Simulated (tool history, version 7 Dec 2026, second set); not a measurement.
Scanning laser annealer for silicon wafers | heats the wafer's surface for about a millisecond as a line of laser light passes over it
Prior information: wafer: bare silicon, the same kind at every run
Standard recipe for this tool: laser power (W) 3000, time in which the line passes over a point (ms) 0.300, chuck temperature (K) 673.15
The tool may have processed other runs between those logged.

run	hour	laser power (W)	time in which the line passes over a point (ms)	chuck temperature (K)	highest temperature of the surface (K)
1	0.0	3000	0.300	673.15	1466.15
# hour 38.5: optics aligned, line set to its width
2	52.5	3000	0.300	673.15	1483.15
# hour 72.5: window over the wafer cleaned
3	80.1	3000	0.300	673.15	1505.15
4	103.0	3000	0.300	673.15	1501.15
5	148.1	3000	0.275	673.15	1460.15
6	198.3	3000	0.275	673.15	1458.15
7	245.3	3000	0.275	673.15	1456.15
8	285.4	3000	0.275	673.15	1458.15
9	315.5	3000	0.275	673.15	1452.15
10	372.1	3000	0.275	673.15	1452.15
11	404.7	3000	0.275	673.15	1452.15
12	442.6	2615	0.300	673.15	1352.15
13	469.5	2830	0.222	673.15	1313.15
14	494.6	2830	0.222	673.15	1307.15
15	540.8	2830	0.222	673.15	1307.15
16	563.9	3060	0.371	673.15	1603.15
17	603.9	3101	0.232	690.15	1415.15
18	633.1	2568	0.212	701.15	1241.15
19	684.9	2628	0.328	659.15	1366.15
20	719.7	2628	0.328	659.15	1364.15
21	758.2	2628	0.328	659.15	1363.15
22	801.4	3084	0.300	675.15	1497.15
# hour 823.4: window over the wafer cleaned
23	829.1	2931	0.287	673.15	1443.15
24	876.4	2931	0.287	673.15	1441.15

Hidden state or all else? Some run-to-run changes of highest temperature of the surface (K), split into what the settings, what came in and random variation would give without the hidden state, and what is left for the hidden state (with any gauge scatter that isn't in both results):
The hidden state here: light that passes the window, % of a clean one's; laser's true power over the reading, %; width of the line over the set one, %; drift of the gauge itself on peak_c, C.
Run 2 -> 3: window over the wafer cleaned. highest temperature of the surface (K) +22.00: hidden state +20.00, all else +2.00.
Run 15 -> 16: laser power (W) 2830 -> 3060, time in which the line passes over a point (ms) 0.222 -> 0.371. highest temperature of the surface (K) +296.00: hidden state -14.00, all else +310.00.
Run 16 -> 17: laser power (W) 3060 -> 3101, time in which the line passes over a point (ms) 0.371 -> 0.232, chuck temperature (K) 673.15 -> 690.15. highest temperature of the surface (K) -188.00: hidden state +7.00, all else -195.00.
Run 22 -> 23: laser power (W) 3084 -> 2931, time in which the line passes over a point (ms) 0.300 -> 0.287, chuck temperature (K) 675.15 -> 673.15, window over the wafer cleaned. highest temperature of the surface (K) -54.00: hidden state +25.00, all else -79.00.

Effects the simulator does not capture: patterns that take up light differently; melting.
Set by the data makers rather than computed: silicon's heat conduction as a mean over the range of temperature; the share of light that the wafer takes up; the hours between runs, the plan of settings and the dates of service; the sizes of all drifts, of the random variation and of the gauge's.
